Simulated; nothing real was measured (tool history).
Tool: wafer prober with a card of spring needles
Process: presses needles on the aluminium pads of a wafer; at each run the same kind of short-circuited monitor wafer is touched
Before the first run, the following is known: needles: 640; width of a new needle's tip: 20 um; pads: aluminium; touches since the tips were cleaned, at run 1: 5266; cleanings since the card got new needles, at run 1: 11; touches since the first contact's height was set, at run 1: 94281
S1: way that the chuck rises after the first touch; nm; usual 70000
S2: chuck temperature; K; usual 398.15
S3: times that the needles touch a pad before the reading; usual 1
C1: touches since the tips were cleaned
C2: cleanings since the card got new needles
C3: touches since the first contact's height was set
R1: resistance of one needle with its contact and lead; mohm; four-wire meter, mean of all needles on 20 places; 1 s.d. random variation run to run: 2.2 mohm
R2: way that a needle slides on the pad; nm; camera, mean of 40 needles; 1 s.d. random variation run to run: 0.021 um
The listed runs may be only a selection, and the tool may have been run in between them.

{"run": 1, "hour": 0.0, "S1": 70000, "S2": 398.15, "S3": 1, "C1": 5266, "C2": 11, "C3": 94281, "R1": 246, "R2": 11070}
{"hour": 6.2, "done": "tips cleaned on abrasive film"}
{"run": 2, "hour": 12.1, "S1": 70000, "S2": 398.15, "S3": 1, "C1": 1461, "C2": 12, "C3": 97269, "R1": 245, "R2": 11140}
{"hour": 33.5, "done": "tips cleaned on abrasive film"}
{"run": 3, "hour": 35.0, "S1": 70000, "S2": 398.15, "S3": 1, "C1": 373, "C2": 13, "C3": 102973, "R1": 245, "R2": 11110}
{"run": 4, "hour": 59.3, "S1": 70000, "S2": 398.15, "S3": 1, "C1": 6429, "C2": 13, "C3": 109029, "R1": 249, "R2": 11070}
{"hour": 62.1, "done": "tips cleaned on abrasive film"}
{"run": 5, "hour": 72.1, "S1": 70000, "S2": 398.15, "S3": 1, "C1": 2512, "C2": 14, "C3": 112213, "R1": 242, "R2": 11070}
{"hour": 90.8, "done": "tips cleaned on abrasive film"}
{"run": 6, "hour": 92.2, "S1": 70000, "S2": 398.15, "S3": 1, "C1": 332, "C2": 15, "C3": 117186, "R1": 243, "R2": 11030}
{"run": 7, "hour": 106.0, "S1": 74000, "S2": 302.15, "S3": 1, "C1": 3776, "C2": 15, "C3": 120630, "R1": 220, "R2": 11700}
{"hour": 119.2, "done": "tips cleaned on abrasive film"}
{"run": 8, "hour": 124.9, "S1": 70000, "S2": 346.15, "S3": 1, "C1": 1425, "C2": 16, "C3": 125329, "R1": 230, "R2": 11010}
{"run": 9, "hour": 141.8, "S1": 70000, "S2": 346.15, "S3": 1, "C1": 5647, "C2": 16, "C3": 129551, "R1": 236, "R2": 11020}
{"hour": 147.5, "done": "tips cleaned on abrasive film"}
{"run": 10, "hour": 170.4, "S1": 70000, "S2": 346.15, "S3": 1, "C1": 5705, "C2": 17, "C3": 136664, "R1": 235, "R2": 11060}
{"hour": 175.9, "done": "tips cleaned on abrasive film"}
{"run": 11, "hour": 189.1, "S1": 70000, "S2": 304.15, "S3": 2, "C1": 3278, "C2": 18, "C3": 141294, "R1": 221, "R2": 11040}
{"hour": 204.6, "done": "tips cleaned on abrasive film"}
{"run": 12, "hour": 206.6, "S1": 70000, "S2": 304.15, "S3": 2, "C1": 481, "C2": 19, "C3": 145641, "R1": 224, "R2": 11030}

Consider 4 possible next runs. They are alternatives, not a sequence: every one starts from the tool as it was left by run 12. What does each give?
{"run": "A", "hour": 228.8, "S1": 61000, "S2": 360.15, "S3": 2, "C1": 6040, "C2": 19, "C3": 151200, "R1": "?", "R2": "?"}
{"run": "B", "hour": 228.8, "S1": 70000, "S2": 330.15, "S3": 1, "C1": 6040, "C2": 19, "C3": 151200, "R1": "?", "R2": "?"}
{"run": "C", "hour": 228.8, "S1": 70000, "S2": 398.15, "S3": 2, "C1": 6040, "C2": 19, "C3": 151200, "R1": "?", "R2": "?"}
{"run": "D", "hour": 228.8, "S1": 70000, "S2": 331.15, "S3": 2, "C1": 6040, "C2": 19, "C3": 151200, "R1": "?", "R2": "?"}

run=A R1=238 R2=9560
run=B R1=228 R2=11020
run=C R1=244 R2=11010
run=D R1=228 R2=11030
Without the tool's hidden state the same runs would have given:
run=A R1=237 R2=9650
run=B R1=227 R2=11120
run=C R1=243 R2=11110
run=D R1=227 R2=11130

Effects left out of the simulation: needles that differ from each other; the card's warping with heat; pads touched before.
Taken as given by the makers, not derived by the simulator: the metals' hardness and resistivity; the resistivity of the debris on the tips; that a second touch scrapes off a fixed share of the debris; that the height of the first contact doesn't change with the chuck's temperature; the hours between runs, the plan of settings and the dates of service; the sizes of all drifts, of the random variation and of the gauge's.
